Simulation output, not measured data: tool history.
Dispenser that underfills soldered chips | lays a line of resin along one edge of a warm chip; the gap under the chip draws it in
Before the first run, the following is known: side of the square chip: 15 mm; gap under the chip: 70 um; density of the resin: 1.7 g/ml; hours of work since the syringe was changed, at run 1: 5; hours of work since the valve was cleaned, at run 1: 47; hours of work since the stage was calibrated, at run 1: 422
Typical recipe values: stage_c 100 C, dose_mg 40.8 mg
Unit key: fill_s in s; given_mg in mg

run,hour,stage_c,dose_mg,hours of work since the syringe was changed,hours of work since the valve was cleaned,hours of work since the stage was calibrated,fill_s,given_mg
1,0,100,40.8,5,47,422,214.6,39.37
# hour 9.3: new syringe of resin
2,9.7,101,40.8,0,53,429,174.8,39.03
3,22,101,40.8,9,62,437,241.3,38.54
# hour 25.1: new syringe of resin
4,35.4,101,40.8,7,71,447,229.2,38.03
# hour 40.9: new syringe of resin
5,49.9,101,40.8,6,81,457,223.7,37.94
# hour 56.5: new syringe of resin
6,57.6,100,40.8,1,86,462,186.9,37.5
# hour 71.8: new syringe of resin
7,72.8,100,40.8,1,97,472,181,37.4
8,80.9,100,40.8,6,103,478,228.2,36.94
# hour 87.6: new syringe of resin
# hour 91.7: dispensing valve cleaned and set on the balance
9,97.5,100,40.8,6,4,489,225.6,40.7
# hour 103.8: new syringe of resin
10,110.5,100,40.8,5,13,498,212.4,40.51
# hour 119: new syringe of resin
11,124.7,100,40.8,4,23,508,205.1,40.01
12,132.7,100,40.8,10,28,513,257.3,39.99
# hour 134.4: new syringe of resin
13,140.6,100,40.8,4,34,519,207.5,39.8
# hour 149.6: new syringe of resin
14,150.3,100,40.8,0,40,525,180,39.39
# hour 164.9: new syringe of resin
15,166.7,100,40.8,1,52,537,188.2,39.1
16,174.8,97,41.6,7,58,542,251.6,39.7
# hour 180.6: new syringe of resin
17,185.7,93,43,4,65,550,246.3,40.58
18,194.7,104,50.8,10,71,556,225.8,47.93
# hour 196: new syringe of resin
19,207,111,51.7,8,80,565,168.2,48.39
# hour 211.7: new syringe of resin
20,218,111,51.7,4,87,572,147.5,48.24
21,225.6,111,51.7,10,93,578,179.6,47.7
# hour 227.9: new syringe of resin
22,238.2,105,42.5,7,101,586,199.4,39.21
# hour 243.6: new syringe of resin
# hour 251.1: dispensing valve cleaned and set on the balance
23,251.3,105,42.5,5,0,595,180.1,42.26
24,258.5,105,42.5,10,5,600,217.2,42.22

What does the tool deliver on the next run?
# hour 260.1: new syringe of resin
25,265.6,114,35,4,10,604,?,?

Logged for run 25: fill_s 138.6 s, given_mg 34.62 mg.
Take away the tool's hidden state, keep the run-to-run variation as it was, and the same run would have given fill_s 126.5 s, given_mg 34.96 mg.

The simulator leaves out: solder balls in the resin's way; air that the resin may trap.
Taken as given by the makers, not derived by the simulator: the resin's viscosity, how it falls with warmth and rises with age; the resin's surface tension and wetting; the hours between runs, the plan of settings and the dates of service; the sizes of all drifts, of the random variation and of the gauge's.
